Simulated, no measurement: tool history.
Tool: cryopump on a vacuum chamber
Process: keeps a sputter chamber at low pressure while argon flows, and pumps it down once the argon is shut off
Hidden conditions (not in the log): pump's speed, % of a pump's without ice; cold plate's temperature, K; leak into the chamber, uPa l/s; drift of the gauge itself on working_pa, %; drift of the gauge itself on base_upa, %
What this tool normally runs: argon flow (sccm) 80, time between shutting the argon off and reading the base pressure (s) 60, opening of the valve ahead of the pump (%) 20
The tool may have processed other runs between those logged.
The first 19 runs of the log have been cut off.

run   hour  argon flow (sccm)  time between shutting the argon off and reading the base pressure (s)  opening of the valve ahead of the pump (%)  hours of work since the pump was warmed up and emptied  hours of work since the cold head was overhauled  hours of work since the chamber's fittings were tightened  pressure while argon flows (Pa)  pressure after the wait (uPa)
 20  289.2                 38                                                                    222                                          23                                                     578                                               578                                                        549                           0.1645                           1.19
 21  306.7                127                                                                     65                                          47                                                     591                                               591                                                        562                           0.2831                           2.02
 22  322.7                 80                                                                     80                                          20                                                     602                                               602                                                        573                           0.4007                           1.87
 23  342.9                141                                                                     37                                          20                                                     617                                               617                                                        588                           0.7038                           2.95
 24  360.9                 80                                                                    285                                          25                                                     630                                               630                                                        601                           0.3233                           1.16
 25  369.9                101                                                                     65                                          20                                                     636                                               636                                                        608                           0.5049                           2.09
 26  390.4                101                                                                     65                                          20                                                     651                                               651                                                        622                           0.5095                           2.14
 27  410.0                 46                                                                     60                                          23                                                     666                                               666                                                        637                           0.2023                           2.24
 28  423.2                 80                                                                    108                                          54                                                     675                                               675                                                        646                           0.1592                           1.68
 29  432.5                 80                                                                    108                                          54                                                     682                                               682                                                        653                           0.1601                           1.66
 30  450.9                 80                                                                     60                                          50                                                     695                                               695                                                        666                           0.1724                           2.21
 31  463.8                 48                                                                     60                                          51                                                     705                                               705                                                        676                           0.1012                           2.32
 32  480.5                 48                                                                    132                                          19                                                     717                                               717                                                        688                           0.2556                           1.61
 33  490.5                 48                                                                    132                                          19                                                     724                                               724                                                        695                           0.2529                           1.60
     498.3  -- pump warmed up, emptied and cooled again
 34  509.9                 48                                                                    132                                          19                                                       8                                               735                                                        706                           0.2437                           1.43

Predict each of these 3 candidate next runs independently; none follows another, all start after run 34:
  A  531.8                 68                                                                     30                                          25                                                      24                                               750                                                        722                                ?                              ?
  B  531.8                 48                                                                     26                                          28                                                      24                                               750                                                        722                                ?                              ?
  C  531.8                 33                                                                     26                                          29                                                      24                                               750                                                        722                                ?                              ?

run  pressure while argon flows (Pa)  pressure after the wait (uPa)
  A                           0.2633                           3.54
  B                           0.1657                           3.89
  C                           0.1097                           3.89
Stripped of hidden state, with their random variation kept, the same runs would have yielded:
run  pressure while argon flows (Pa)  pressure after the wait (uPa)
  A                           0.2614                           2.88
  B                           0.1644                           3.23
  C                           0.1088                           3.23
